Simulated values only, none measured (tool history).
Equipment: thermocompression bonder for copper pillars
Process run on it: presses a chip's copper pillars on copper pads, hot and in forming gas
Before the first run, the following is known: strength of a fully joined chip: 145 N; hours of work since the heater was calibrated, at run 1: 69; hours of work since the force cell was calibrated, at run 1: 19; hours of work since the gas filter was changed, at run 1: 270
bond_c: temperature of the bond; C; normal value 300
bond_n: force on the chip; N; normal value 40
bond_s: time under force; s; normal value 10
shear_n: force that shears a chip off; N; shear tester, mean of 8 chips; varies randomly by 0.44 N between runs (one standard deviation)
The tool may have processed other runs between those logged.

run	hour	bond_c	bond_n	bond_s	hours of work since the heater was calibrated	hours of work since the force cell was calibrated	hours of work since the gas filter was changed	shear_n
1	0.0	300	40	10	69	19	270	97.4
2	10.4	300	26	10	76	25	276	68.5
3	20.7	300	40	10	82	31	283	97.3
4	26.5	300	40	10	85	35	286	97.4
5	35.5	300	40	10	91	40	291	96.5
6	40.3	300	40	7	94	43	294	88.0
7	46.9	300	40	7	97	47	298	88.3
8	53.7	300	40	7	101	51	302	88.1
9	61.2	285	40	7	106	56	307	73.3
10	66.6	300	40	10	109	59	310	96.6
11	74.8	300	40	10	114	64	315	96.7
12	84.0	300	40	10	120	69	320	96.0
13	92.7	300	40	10	125	74	325	96.3
14	98.9	296	54	10	128	78	329	111.5
15	107.3	289	40	10	133	83	334	85.8
16	113.9	294	41	8	137	87	338	86.8
17	119.5	291	40	30	141	90	341	112.7
18	126.5	291	40	30	145	95	346	112.7
19	134.3	291	40	30	149	99	350	112.6
20	141.7	287	40	10	154	104	355	83.4

The next listed run, before its measurement:
21	150.7	287	40	10	159	109	360	?

Run 21 yielded shear_n 84.1 N.
With no hidden state in the tool, this same run would have given shear_n 91.5 N.
